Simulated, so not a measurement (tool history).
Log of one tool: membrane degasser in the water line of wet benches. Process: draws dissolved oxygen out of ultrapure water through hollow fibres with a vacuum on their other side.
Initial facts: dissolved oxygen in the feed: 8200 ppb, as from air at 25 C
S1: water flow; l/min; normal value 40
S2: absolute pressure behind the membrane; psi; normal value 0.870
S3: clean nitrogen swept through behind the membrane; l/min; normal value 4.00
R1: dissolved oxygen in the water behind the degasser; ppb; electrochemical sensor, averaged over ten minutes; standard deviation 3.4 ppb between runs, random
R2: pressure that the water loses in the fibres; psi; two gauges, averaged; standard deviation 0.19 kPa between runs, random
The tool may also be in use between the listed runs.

Run 1, hour 0.0: usual settings. Result: R1 340.1 ppb, R2 5.919 psi.
Run 2, hour 145.5: usual settings. Result: R1 337.5 ppb, R2 5.896 psi.
Run 3, hour 316.4: usual settings. Result: R1 336.2 ppb, R2 5.887 psi.
Run 4, hour 441.7: usual settings. Result: R1 335.4 ppb, R2 5.907 psi.
Run 5, hour 604.9: usual settings. Result: R1 339.3 ppb, R2 5.904 psi.
Run 6, hour 701.2: usual settings. Result: R1 341.7 ppb, R2 5.889 psi.
Run 7, hour 911.2: usual settings but S2 0.799 psi. Result: R1 330.3 ppb, R2 5.986 psi.
Run 8, hour 1103.1: usual settings but S2 0.799 psi. Result: R1 332.9 ppb, R2 5.891 psi.
Run 9, hour 1281.1: usual settings but S2 0.799 psi. Result: R1 331.8 ppb, R2 5.899 psi.
Run 10, hour 1494.2: usual settings but S2 0.799 psi. Result: R1 327.0 ppb, R2 5.884 psi.
Run 11, hour 1610.2: usual settings but S2 0.799 psi, S3 9.83 l/min. Result: R1 297.6 ppb, R2 5.935 psi.
Run 12, hour 1763.0: usual settings but S2 0.799 psi, S3 9.83 l/min. Result: R1 294.0 ppb, R2 5.931 psi.
Run 13, hour 1907.6: usual settings but S2 0.799 psi, S3 9.83 l/min. Result: R1 301.4 ppb, R2 5.915 psi.
Run 14, hour 2121.1: usual settings but S2 1.453 psi. Result: R1 428.6 ppb, R2 5.874 psi.
Run 15, hour 2222.4: usual settings but S2 1.453 psi. Result: R1 428.3 ppb, R2 5.910 psi.
Run 16, hour 2387.1: usual settings but S2 1.453 psi. Result: R1 426.2 ppb, R2 5.936 psi.
Run 17, hour 2544.6: usual settings but S1 31 l/min, S2 0.789 psi, S3 8.94 l/min. Result: R1 154.1 ppb, R2 4.598 psi.
Run 18, hour 2751.8: usual settings but S2 0.553 psi, S3 4.73 l/min. Result: R1 290.4 ppb, R2 5.918 psi.
Run 19, hour 2960.0: usual settings but S2 1.888 psi, S3 6.47 l/min. Result: R1 409.1 ppb, R2 5.903 psi.
Run 20, hour 3119.9: usual settings but S1 31 l/min, S2 1.888 psi, S3 4.34 l/min. Result: R1 295.7 ppb, R2 4.644 psi.
Run 21, hour 3282.3: usual settings but S1 31 l/min, S2 1.888 psi, S3 4.34 l/min. Result: R1 290.7 ppb, R2 4.569 psi.
Run 22, hour 3384.1: usual settings but S2 1.181 psi, S3 10.30 l/min. Result: R1 325.0 ppb, R2 5.890 psi.
Run 23, hour 3602.2: usual settings but S1 30 l/min, S2 1.276 psi, S3 6.18 l/min. Result: R1 183.7 ppb, R2 4.450 psi.
Run 24, hour 3741.2: usual settings but S2 0.753 psi, S3 2.98 l/min. Result: R1 341.0 ppb, R2 5.910 psi.
Run 25, hour 3922.5: usual settings but S1 49 l/min, S2 1.262 psi, S3 2.42 l/min. Result: R1 659.6 ppb, R2 7.242 psi.
Run 26, hour 4141.7: usual settings but S1 49 l/min, S2 1.262 psi, S3 2.42 l/min. Result: R1 669.5 ppb, R2 7.278 psi.
Run 27, hour 4346.5: usual settings but S2 1.329 psi, S3 5.00 l/min. Result: R1 379.7 ppb, R2 5.920 psi.
Run 28, hour 4478.8: usual settings but S2 1.107 psi, S3 1.61 l/min. Result: R1 493.2 ppb, R2 5.870 psi.
Run 29, hour 4686.7: usual settings but S1 50 l/min, S2 1.690 psi, S3 6.76 l/min. Result: R1 605.7 ppb, R2 7.404 psi.
Run 30, hour 4885.8: usual settings but S1 50 l/min, S2 1.690 psi, S3 6.76 l/min. Result: R1 598.1 ppb, R2 7.364 psi.
Run 31, hour 5108.5: usual settings but S1 30 l/min, S2 1.690 psi, S3 1.77 l/min. Result: R1 422.0 ppb, R2 4.422 psi.
Run 32, hour 5297.7: usual settings but S1 55 l/min, S2 1.841 psi. Result: R1 833.5 ppb, R2 8.105 psi.

Not shown: 2 entries that the log had between the listed runs. Between which runs, and how does the tool's hidden state differ before and after?
Logged between run 27 and run 28: vacuum gauge calibrated (hour 4432.8)
  both runs share identical hidden conditions
Logged between run 30 and run 31: seals of the vacuum lines changed (hour 5089.9)
  air that leaks in behind the membrane, l/min: 0.0022 -> 0.002
